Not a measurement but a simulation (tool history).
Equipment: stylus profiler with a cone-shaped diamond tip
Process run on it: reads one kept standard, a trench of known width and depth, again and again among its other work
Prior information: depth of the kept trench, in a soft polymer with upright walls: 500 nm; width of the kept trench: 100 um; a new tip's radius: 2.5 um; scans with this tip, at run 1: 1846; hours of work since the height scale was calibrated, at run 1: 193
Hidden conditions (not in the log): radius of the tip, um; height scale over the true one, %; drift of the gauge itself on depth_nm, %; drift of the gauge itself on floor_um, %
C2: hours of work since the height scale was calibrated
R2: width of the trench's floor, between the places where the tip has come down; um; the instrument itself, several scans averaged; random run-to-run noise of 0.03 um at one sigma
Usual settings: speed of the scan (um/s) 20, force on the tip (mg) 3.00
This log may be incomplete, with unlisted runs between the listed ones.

Run 1, hour 0.0: usual settings; scans with this tip 1846; C2 193. Result: depth of the trench (Å) 5083.9, R2 96.68 um.
Run 2, hour 19.6: usual settings but speed of the scan (um/s) 63; scans with this tip 1970; C2 207. Result: depth of the trench (Å) 5083.8, R2 96.34 um.
Run 3, hour 40.8: usual settings but speed of the scan (um/s) 63; scans with this tip 2106; C2 221. Result: depth of the trench (Å) 5087.9, R2 96.42 um.
Run 4, hour 66.1: usual settings but speed of the scan (um/s) 63; scans with this tip 2267; C2 238. Result: depth of the trench (Å) 5086.0, R2 96.42 um.
Run 5, hour 87.8: usual settings but speed of the scan (um/s) 63, force on the tip (mg) 5.51; scans with this tip 2405; C2 252. Result: depth of the trench (Å) 5127.4, R2 96.48 um.
Run 6, hour 101.9: usual settings but speed of the scan (um/s) 63, force on the tip (mg) 5.51; scans with this tip 2495; C2 262. Result: depth of the trench (Å) 5125.3, R2 96.48 um.
Run 7, hour 122.1: usual settings; scans with this tip 2624; C2 275. Result: depth of the trench (Å) 5085.9, R2 96.66 um.
Run 8, hour 142.0: usual settings; scans with this tip 2751; C2 288. Result: depth of the trench (Å) 5085.5, R2 96.63 um.
Run 9, hour 159.8: usual settings but force on the tip (mg) 1.93; scans with this tip 2864; C2 300. Result: depth of the trench (Å) 5066.0, R2 96.62 um.
Run 10, hour 176.5: usual settings but force on the tip (mg) 1.93; scans with this tip 2971; C2 311. Result: depth of the trench (Å) 5064.5, R2 96.57 um.
Run 11, hour 195.6: usual settings but force on the tip (mg) 1.93; scans with this tip 3092; C2 324. Result: depth of the trench (Å) 5065.7, R2 96.52 um.
Run 12, hour 210.2: usual settings but force on the tip (mg) 1.93; scans with this tip 3185; C2 334. Result: depth of the trench (Å) 5065.9, R2 96.51 um.
Run 13, hour 234.0: usual settings but force on the tip (mg) 1.93; scans with this tip 3337; C2 350. Result: depth of the trench (Å) 5068.5, R2 96.54 um.
Run 14, hour 249.4: usual settings but force on the tip (mg) 1.93; scans with this tip 3435; C2 360. Result: depth of the trench (Å) 5065.9, R2 96.48 um.
Run 15, hour 268.7: usual settings but force on the tip (mg) 3.78; scans with this tip 3558; C2 373. Result: depth of the trench (Å) 5100.0, R2 96.54 um.
Run 16, hour 291.5: usual settings but force on the tip (mg) 3.78; scans with this tip 3704; C2 388. Result: depth of the trench (Å) 5101.1, R2 96.59 um.
Run 17, hour 317.2: usual settings but force on the tip (mg) 3.78; scans with this tip 3867; C2 405. Result: depth of the trench (Å) 5099.3, R2 96.58 um.
Run 18, hour 332.1: usual settings but speed of the scan (um/s) 60, force on the tip (mg) 1.19; scans with this tip 3962; C2 415. Result: depth of the trench (Å) 5048.8, R2 96.09 um.
Run 19, hour 354.0: usual settings but speed of the scan (um/s) 18, force on the tip (mg) 8.24; scans with this tip 4102; C2 430. Result: depth of the trench (Å) 5165.9, R2 96.58 um.
Run 20, hour 369.4: usual settings but speed of the scan (um/s) 18, force on the tip (mg) 8.24; scans with this tip 4200; C2 440. Result: depth of the trench (Å) 5162.6, R2 96.55 um.
Run 21, hour 393.6: usual settings but speed of the scan (um/s) 18, force on the tip (mg) 8.24; scans with this tip 4354; C2 456. Result: depth of the trench (Å) 5165.5, R2 96.53 um.
Run 22, hour 404.4: usual settings but speed of the scan (um/s) 18, force on the tip (mg) 8.24; scans with this tip 4423; C2 464. Result: depth of the trench (Å) 5166.8, R2 96.56 um.
Run 23, hour 422.8: usual settings but speed of the scan (um/s) 18, force on the tip (mg) 8.24; scans with this tip 4540; C2 476. Result: depth of the trench (Å) 5166.6, R2 96.58 um.
Run 24, hour 446.1: usual settings but speed of the scan (um/s) 18, force on the tip (mg) 8.24; scans with this tip 4689; C2 491. Result: depth of the trench (Å) 5169.1, R2 96.54 um.
Run 25, hour 464.2: usual settings but speed of the scan (um/s) 32, force on the tip (mg) 1.04; scans with this tip 4804; C2 504. Result: depth of the trench (Å) 5049.6, R2 96.30 um.
Run 26, hour 489.6: usual settings but speed of the scan (um/s) 19, force on the tip (mg) 4.09; scans with this tip 4966; C2 521. Result: depth of the trench (Å) 5108.6, R2 96.50 um.
Run 27, hour 508.2: usual settings but speed of the scan (um/s) 18, force on the tip (mg) 1.41; scans with this tip 5084; C2 533. Result: depth of the trench (Å) 5058.4, R2 96.40 um.
Run 28, hour 532.1: usual settings but speed of the scan (um/s) 18, force on the tip (mg) 1.41; scans with this tip 5237; C2 549. Result: depth of the trench (Å) 5057.7, R2 96.38 um.
Run 29, hour 553.2: usual settings but speed of the scan (um/s) 18, force on the tip (mg) 1.41; scans with this tip 5371; C2 563. Result: depth of the trench (Å) 5060.5, R2 96.38 um.
Run 30, hour 566.3: usual settings but force on the tip (mg) 5.60; scans with this tip 5454; C2 572. Result: depth of the trench (Å) 5132.5, R2 96.38 um.
Run 31, hour 578.3: usual settings but force on the tip (mg) 5.60; scans with this tip 5531; C2 580. Result: depth of the trench (Å) 5132.0, R2 96.45 um.
Run 32, hour 601.1: usual settings but speed of the scan (um/s) 14, force on the tip (mg) 2.79; scans with this tip 5676; C2 595. Result: depth of the trench (Å) 5088.7, R2 96.45 um.

Table of differences, measured result less the result of that run with no hidden state. Run-to-run variation is the same in both. Gauge scatter possibly is not:
run  depth of the trench (Å)     R2
  1                     +4.1  -0.18
  2                     +4.4  -0.20
  3                     +4.7  -0.20
  4                     +5.0  -0.22
  5                     +5.3  -0.23
  6                     +5.5  -0.24
  7                     +5.7  -0.25
  8                     +6.0  -0.26
  9                     +6.1  -0.26
 10                     +6.4  -0.28
 11                     +6.6  -0.29
 12                     +6.8  -0.29
 13                     +7.1  -0.30
 14                     +7.3  -0.31
 15                     +7.5  -0.32
 16                     +7.8  -0.32
 17                     +8.1  -0.34
 18                     +8.2  -0.35
 19                     +8.7  -0.36
 20                     +8.9  -0.37
 21                     +9.2  -0.38
 22                     +9.3  -0.38
 23                     +9.5  -0.39
 24                     +9.8  -0.40
 25                     +9.8  -0.41
 26                    +10.2  -0.42
 27                    +10.4  -0.43
 28                    +10.6  -0.44
 29                    +11.0  -0.45
 30                    +11.3  -0.45
 31                    +11.5  -0.46
 32                    +11.7  -0.47
